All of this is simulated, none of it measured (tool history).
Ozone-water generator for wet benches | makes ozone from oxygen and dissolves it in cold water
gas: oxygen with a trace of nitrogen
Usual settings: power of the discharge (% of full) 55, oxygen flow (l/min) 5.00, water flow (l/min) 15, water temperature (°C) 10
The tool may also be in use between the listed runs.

run	hour	power of the discharge (% of full)	oxygen flow (l/min)	water flow (l/min)	water temperature (°C)	dissolved ozone (ppm)	ozone in the gas ahead of the water (g/m3)
1	0.0	55	5.00	15	10	19.9	144.6
2	118.0	55	5.00	20	10	14.8	143.4
3	219.9	55	5.33	15	10	19.3	138.5
4	350.1	55	5.33	15	10	19.6	139.3
5	460.8	55	5.00	14	10	20.3	143.3
6	622.4	55	5.00	14	10	20.8	142.3
7	732.7	55	5.00	14	10	20.3	141.4
8	907.3	55	5.00	14	10	20.5	140.7
9	1062.7	55	5.00	15	10	19.0	140.4
10	1208.9	55	5.00	15	10	18.8	138.9
11	1389.6	55	5.00	15	10	18.5	138.0
12	1478.9	55	5.00	15	10	18.7	138.2
13	1597.8	55	5.00	15	10	18.3	137.4
14	1730.9	55	5.00	15	11	18.2	137.3
# hour 1838.6: water thermometer calibrated
15	1914.1	55	5.00	15	11	18.0	136.3
16	2046.7	55	5.00	15	10	18.3	134.2
17	2138.4	55	5.00	13	9	20.9	134.4
18	2246.6	77	5.00	19	10	17.6	164.5
19	2361.0	53	4.06	15	10	18.0	151.3
20	2478.2	53	4.06	15	10	17.7	149.1
21	2599.4	59	4.06	15	17	17.0	157.8
22	2675.3	87	5.00	18	12	18.7	171.3
# hour 2687.4: contactor cleaned
23	2856.4	89	5.00	12	8	28.7	172.6
24	2988.1	65	5.00	15	10	18.9	143.2
# hour 3005.5: contactor cleaned, once more
25	3127.9	65	5.00	15	10	19.7	142.3
26	3205.4	40	5.00	15	13	14.0	107.4
27	3353.1	40	5.00	16	8	14.3	108.2
28	3540.7	44	5.00	11	10	19.8	113.8
29	3695.9	51	7.61	15	10	15.3	93.0
30	3823.1	56	6.07	11	6	22.8	112.2
31	3913.4	55	4.98	12	16	18.7	127.0
32	4087.8	47	2.91	11	14	20.4	164.5

Forecast each of these 5 alternatives for the next run:
A	4260.4	55	5.00	15	11	?	?
B	4260.4	47	5.74	11	15	?	?
C	4260.4	47	2.91	11	6	?	?
D	4260.4	55	2.91	11	14	?	?
E	4260.4	43	2.91	11	14	?	?

run	dissolved ozone (ppm)	ozone in the gas ahead of the water (g/m3)
A	16.6	123.1
B	17.7	105.5
C	22.4	162.0
D	22.2	177.8
E	19.3	155.4
Without the tool's hidden state the same runs would have given:
run	dissolved ozone (ppm)	ozone in the gas ahead of the water (g/m3)
A	22.3	162.6
B	23.0	134.5
C	29.0	207.3
D	29.8	235.0
E	24.6	195.2
